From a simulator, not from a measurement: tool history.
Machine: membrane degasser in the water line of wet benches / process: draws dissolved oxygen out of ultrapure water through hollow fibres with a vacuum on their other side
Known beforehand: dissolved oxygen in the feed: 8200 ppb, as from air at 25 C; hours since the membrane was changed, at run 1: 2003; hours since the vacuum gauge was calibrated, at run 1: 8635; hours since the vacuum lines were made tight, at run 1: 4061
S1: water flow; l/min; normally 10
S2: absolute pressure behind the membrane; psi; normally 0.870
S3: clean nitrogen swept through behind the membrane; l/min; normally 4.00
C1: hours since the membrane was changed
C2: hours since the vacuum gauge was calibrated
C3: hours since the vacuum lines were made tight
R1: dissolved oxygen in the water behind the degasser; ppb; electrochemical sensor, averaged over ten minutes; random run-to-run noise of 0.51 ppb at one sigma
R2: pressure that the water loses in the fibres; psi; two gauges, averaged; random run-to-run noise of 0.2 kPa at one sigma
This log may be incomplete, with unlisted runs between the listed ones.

run     day  S1     S2     S3    C1    C2    C3     R1     R2
  1   0.000  10  0.870   4.00  2003  8635  4061   44.9  6.260
  2   2.658  10  0.870   4.00  2067  8699  4125   44.7  6.321
  3   4.392  10  0.870   4.00  2108  8741  4167   45.5  6.279
  4   6.992  10  0.870   4.00  2171  8803  4229   46.0  6.299
  5   9.308  10  0.870   4.00  2226  8858  4284   46.6  6.255
  6  11.258  10  0.870   4.00  2273  8905  4331   45.7  6.237
  7  12.675  10  0.870   4.00  2307  8939  4365   45.4  6.295
     13.654  -- vacuum gauge calibrated
  8  13.975  10  0.870   4.00  2338     8  4396   43.1  6.338
  9  16.117  10  0.870   4.00  2389    59  4447   44.0  6.331
 10  18.458  10  0.870   4.00  2445   115  4504   43.1  6.219
 11  19.642  10  0.870   4.00  2474   144  4532   43.2  6.292
 12  20.929  10  1.207  11.55  2505   175  4563   37.3  6.286
 13  23.296  13  1.997   1.71  2562   231  4620  248.7  8.193
 14  25.458  13  1.997   1.71  2613   283  4672  245.2  8.202
 15  27.525   9  0.718   3.21  2663   333  4721   31.1  5.684
 16  28.796   7  1.552   9.51  2693   363  4752   21.6  4.387
 17  30.888   7  1.552   9.51  2744   414  4802   21.6  4.400
 18  32.725   7  1.552   9.51  2788   458  4846   21.7  4.390
 19  35.371  11  1.957   3.17  2851   521  4910  122.8  6.947
 20  37.667  11  1.957   3.17  2906   576  4965  124.2  6.878
 21  39.912  10  1.244   6.06  2960   630  5018   48.8  6.309
 22  42.338  10  0.822   4.00  3019   688  5077   41.5  6.312

What if the next run were any one of these 5? Each begins from the tool's condition after run 22:
  A  43.492   9  0.822   4.00  3046  716  5104   ?   ?
  B  43.492  10  1.262   4.00  3046  716  5104   ?   ?
  C  43.492   6  0.801  10.48  3046  716  5104   ?   ?
  D  43.492  14  1.134   3.55  3046  716  5104   ?   ?
  E  43.492   6  0.822   4.00  3046  716  5104   ?   ?

run     R1     R2
  A   33.5  5.680
  B   61.6  6.270
  C    7.4  3.781
  D  114.0  8.859
  E   14.3  3.764
What these runs would have given with no unlogged condition in the tool:
run     R1     R2
  A   31.1  5.583
  B   58.1  6.163
  C    6.7  3.717
  D  107.6  8.708
  E   13.2  3.700
